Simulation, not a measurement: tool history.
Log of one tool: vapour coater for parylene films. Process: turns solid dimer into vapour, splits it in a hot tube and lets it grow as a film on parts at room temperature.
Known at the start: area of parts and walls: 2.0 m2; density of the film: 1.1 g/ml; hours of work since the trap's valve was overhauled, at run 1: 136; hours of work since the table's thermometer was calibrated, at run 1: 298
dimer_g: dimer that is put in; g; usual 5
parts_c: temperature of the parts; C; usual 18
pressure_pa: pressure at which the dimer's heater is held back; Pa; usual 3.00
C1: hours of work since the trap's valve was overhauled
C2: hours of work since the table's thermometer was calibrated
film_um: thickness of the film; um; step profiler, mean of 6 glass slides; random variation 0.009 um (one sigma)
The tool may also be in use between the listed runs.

{"run": 1, "day": 0.0, "dimer_g": 5, "parts_c": 18, "pressure_pa": 3.0, "C1": 136, "C2": 298, "film_um": 1.317}
{"run": 2, "day": 2.3, "dimer_g": 3, "parts_c": 18, "pressure_pa": 3.0, "C1": 172, "C2": 334, "film_um": 0.779}
{"run": 3, "day": 4.471, "dimer_g": 3, "parts_c": 18, "pressure_pa": 3.0, "C1": 206, "C2": 368, "film_um": 0.778}
{"run": 4, "day": 6.788, "dimer_g": 3, "parts_c": 18, "pressure_pa": 3.0, "C1": 243, "C2": 405, "film_um": 0.76}
{"run": 5, "day": 9.396, "dimer_g": 3, "parts_c": 18, "pressure_pa": 3.0, "C1": 284, "C2": 445, "film_um": 0.755}
{"run": 6, "day": 12.029, "dimer_g": 5, "parts_c": 16, "pressure_pa": 3.0, "C1": 325, "C2": 487, "film_um": 1.328}
{"run": 7, "day": 15.246, "dimer_g": 5, "parts_c": 30, "pressure_pa": 3.0, "C1": 375, "C2": 537, "film_um": 0.781}
{"run": 8, "day": 17.475, "dimer_g": 5, "parts_c": 30, "pressure_pa": 3.0, "C1": 410, "C2": 572, "film_um": 0.779}
{"run": 9, "day": 19.054, "dimer_g": 5, "parts_c": 10, "pressure_pa": 3.0, "C1": 435, "C2": 597, "film_um": 1.611}
{"run": 10, "day": 21.546, "dimer_g": 5, "parts_c": 10, "pressure_pa": 3.0, "C1": 474, "C2": 636, "film_um": 1.603}
{"day": 21.721, "done": "table's thermometer calibrated"}
{"run": 11, "day": 23.979, "dimer_g": 5, "parts_c": 18, "pressure_pa": 3.0, "C1": 511, "C2": 35, "film_um": 1.165}
{"day": 24.383, "done": "trap's valve overhauled"}
{"run": 12, "day": 26.375, "dimer_g": 5, "parts_c": 18, "pressure_pa": 2.55, "C1": 31, "C2": 70, "film_um": 1.325}
{"run": 13, "day": 28.925, "dimer_g": 3, "parts_c": 18, "pressure_pa": 3.0, "C1": 71, "C2": 110, "film_um": 0.786}
{"run": 14, "day": 31.667, "dimer_g": 3, "parts_c": 18, "pressure_pa": 3.0, "C1": 114, "C2": 153, "film_um": 0.779}
{"run": 15, "day": 34.171, "dimer_g": 3, "parts_c": 18, "pressure_pa": 3.0, "C1": 153, "C2": 192, "film_um": 0.771}
{"run": 16, "day": 36.729, "dimer_g": 5, "parts_c": 18, "pressure_pa": 3.0, "C1": 193, "C2": 233, "film_um": 1.264}
{"day": 38.938, "done": "table's thermometer calibrated, once more"}
{"run": 17, "day": 39.646, "dimer_g": 5, "parts_c": 18, "pressure_pa": 3.0, "C1": 239, "C2": 11, "film_um": 1.289}
{"run": 18, "day": 41.279, "dimer_g": 3, "parts_c": 18, "pressure_pa": 3.0, "C1": 264, "C2": 37, "film_um": 0.763}
{"run": 19, "day": 44.3, "dimer_g": 3, "parts_c": 18, "pressure_pa": 3.0, "C1": 311, "C2": 84, "film_um": 0.762}
{"run": 20, "day": 46.2, "dimer_g": 2, "parts_c": 24, "pressure_pa": 3.62, "C1": 341, "C2": 114, "film_um": 0.394}
{"run": 21, "day": 48.75, "dimer_g": 8, "parts_c": 18, "pressure_pa": 3.0, "C1": 381, "C2": 154, "film_um": 1.986}
{"run": 22, "day": 50.446, "dimer_g": 6, "parts_c": 18, "pressure_pa": 3.0, "C1": 408, "C2": 180, "film_um": 1.469}
{"run": 23, "day": 53.417, "dimer_g": 6, "parts_c": 18, "pressure_pa": 11.81, "C1": 454, "C2": 227, "film_um": 1.206}
{"run": 24, "day": 55.308, "dimer_g": 4, "parts_c": 16, "pressure_pa": 11.81, "C1": 484, "C2": 256, "film_um": 0.856}
{"run": 25, "day": 56.971, "dimer_g": 2, "parts_c": 27, "pressure_pa": 5.85, "C1": 510, "C2": 283, "film_um": 0.328}
{"day": 57.567, "done": "trap's valve overhauled"}
{"run": 26, "day": 60.3, "dimer_g": 9, "parts_c": 11, "pressure_pa": 5.55, "C1": 43, "C2": 332, "film_um": 2.862}
{"run": 27, "day": 62.233, "dimer_g": 5, "parts_c": 13, "pressure_pa": 3.82, "C1": 73, "C2": 362, "film_um": 1.545}
{"run": 28, "day": 63.592, "dimer_g": 5, "parts_c": 12, "pressure_pa": 3.82, "C1": 94, "C2": 384, "film_um": 1.592}
{"run": 29, "day": 66.008, "dimer_g": 9, "parts_c": 19, "pressure_pa": 3.0, "C1": 132, "C2": 422, "film_um": 2.281}
{"run": 30, "day": 68.692, "dimer_g": 9, "parts_c": 11, "pressure_pa": 3.0, "C1": 174, "C2": 464, "film_um": 3.02}
{"run": 31, "day": 70.029, "dimer_g": 3, "parts_c": 12, "pressure_pa": 6.72, "C1": 195, "C2": 485, "film_um": 0.864}
{"run": 32, "day": 72.771, "dimer_g": 3, "parts_c": 12, "pressure_pa": 6.72, "C1": 238, "C2": 528, "film_um": 0.859}
{"run": 33, "day": 75.408, "dimer_g": 3, "parts_c": 12, "pressure_pa": 6.72, "C1": 280, "C2": 569, "film_um": 0.858}
{"run": 34, "day": 76.967, "dimer_g": 4, "parts_c": 21, "pressure_pa": 4.17, "C1": 304, "C2": 593, "film_um": 0.849}
{"run": 35, "day": 78.521, "dimer_g": 3, "parts_c": 16, "pressure_pa": 2.52, "C1": 328, "C2": 618, "film_um": 0.83}

3 ways to go on from here, each from the tool as it stands after run 35. What would each give?
{"run": "A", "day": 80.383, "dimer_g": 7, "parts_c": 15, "pressure_pa": 2.39, "C1": 358, "C2": 647, "film_um": "?"}
{"run": "B", "day": 80.383, "dimer_g": 2, "parts_c": 15, "pressure_pa": 2.07, "C1": 358, "C2": 647, "film_um": "?"}
{"run": "C", "day": 80.383, "dimer_g": 2, "parts_c": 14, "pressure_pa": 2.06, "C1": 358, "C2": 647, "film_um": "?"}

run=A film_um=1.989
run=B film_um=0.567
run=C film_um=0.604
Without the tool's hidden state the same runs would have given:
run=A film_um=2.225
run=B film_um=0.635
run=C film_um=0.675

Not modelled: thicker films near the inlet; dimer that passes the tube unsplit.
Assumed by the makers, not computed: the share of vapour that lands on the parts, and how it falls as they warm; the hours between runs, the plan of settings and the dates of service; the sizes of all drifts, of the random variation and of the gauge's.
